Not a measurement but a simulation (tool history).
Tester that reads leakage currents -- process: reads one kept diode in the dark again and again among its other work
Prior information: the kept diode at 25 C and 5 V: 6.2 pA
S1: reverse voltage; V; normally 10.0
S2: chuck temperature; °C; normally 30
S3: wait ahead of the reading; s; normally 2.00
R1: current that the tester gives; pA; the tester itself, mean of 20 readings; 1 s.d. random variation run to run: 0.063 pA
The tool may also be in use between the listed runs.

{"run": 1, "hour": 0.0, "S1": 10.0, "S2": 30, "S3": 2.0, "R1": 13.34}
{"run": 2, "hour": 36.2, "S1": 16.2, "S2": 30, "S3": 2.0, "R1": 16.99}
{"run": 3, "hour": 96.5, "S1": 1.2, "S2": 30, "S3": 2.0, "R1": 5.09}
{"run": 4, "hour": 159.5, "S1": 1.2, "S2": 30, "S3": 2.0, "R1": 5.09}
{"run": 5, "hour": 201.0, "S1": 1.2, "S2": 30, "S3": 2.0, "R1": 5.18}
{"run": 6, "hour": 232.1, "S1": 1.0, "S2": 30, "S3": 2.0, "R1": 4.81}
{"run": 7, "hour": 280.4, "S1": 2.8, "S2": 30, "S3": 2.0, "R1": 7.84}
{"run": 8, "hour": 326.0, "S1": 2.8, "S2": 30, "S3": 2.0, "R1": 7.85}
{"run": 9, "hour": 353.8, "S1": 10.0, "S2": 30, "S3": 2.0, "R1": 14.95}
{"run": 10, "hour": 410.2, "S1": 10.0, "S2": 25, "S3": 2.0, "R1": 11.24}
{"run": 11, "hour": 473.1, "S1": 10.0, "S2": 54, "S3": 2.0, "R1": 68.36}
{"run": 12, "hour": 503.9, "S1": 10.0, "S2": 30, "S3": 2.0, "R1": 15.53}
{"run": 13, "hour": 549.5, "S1": 10.0, "S2": 48, "S3": 2.0, "R1": 47.5}
{"run": 14, "hour": 582.5, "S1": 10.0, "S2": 33, "S3": 2.0, "R1": 18.91}
{"run": 15, "hour": 615.7, "S1": 1.8, "S2": 36, "S3": 3.64, "R1": 9.9}
{"run": 16, "hour": 666.5, "S1": 1.6, "S2": 36, "S3": 0.71, "R1": 9.62}
{"run": 17, "hour": 693.8, "S1": 1.6, "S2": 36, "S3": 0.71, "R1": 9.78}
{"run": 18, "hour": 745.8, "S1": 1.6, "S2": 36, "S3": 0.71, "R1": 9.84}
{"run": 19, "hour": 799.1, "S1": 1.6, "S2": 36, "S3": 0.71, "R1": 9.88}
{"run": 20, "hour": 835.8, "S1": 1.2, "S2": 35, "S3": 0.71, "R1": 8.06}
{"run": 21, "hour": 879.0, "S1": 1.2, "S2": 35, "S3": 0.71, "R1": 8.11}
{"run": 22, "hour": 937.9, "S1": 1.2, "S2": 35, "S3": 0.71, "R1": 8.18}
{"hour": 948.3, "done": "chuck's temperature calibrated"}
{"run": 23, "hour": 988.0, "S1": 10.0, "S2": 41, "S3": 2.0, "R1": 31.51}

5 options for the next run, each taken on its own from the tool as it stands now. Forecast them:
{"run": "A", "hour": 1021.0, "S1": 10.0, "S2": 21, "S3": 2.0, "R1": "?"}
{"run": "B", "hour": 1021.0, "S1": 15.0, "S2": 23, "S3": 1.6, "R1": "?"}
{"run": "C", "hour": 1021.0, "S1": 6.0, "S2": 23, "S3": 7.45, "R1": "?"}
{"run": "D", "hour": 1021.0, "S1": 2.0, "S2": 21, "S3": 2.24, "R1": "?"}
{"run": "E", "hour": 1021.0, "S1": 6.5, "S2": 30, "S3": 2.0, "R1": "?"}

run=A R1=10.83
run=B R1=15.95
run=C R1=8.31
run=D R1=3.95
run=E R1=13.29
Take away the tool's hidden state, keep each run's random variation, and the runs would have read:
run=A R1=6.89
run=B R1=10.04
run=C R1=5.94
run=D R1=3.16
run=E R1=10.72
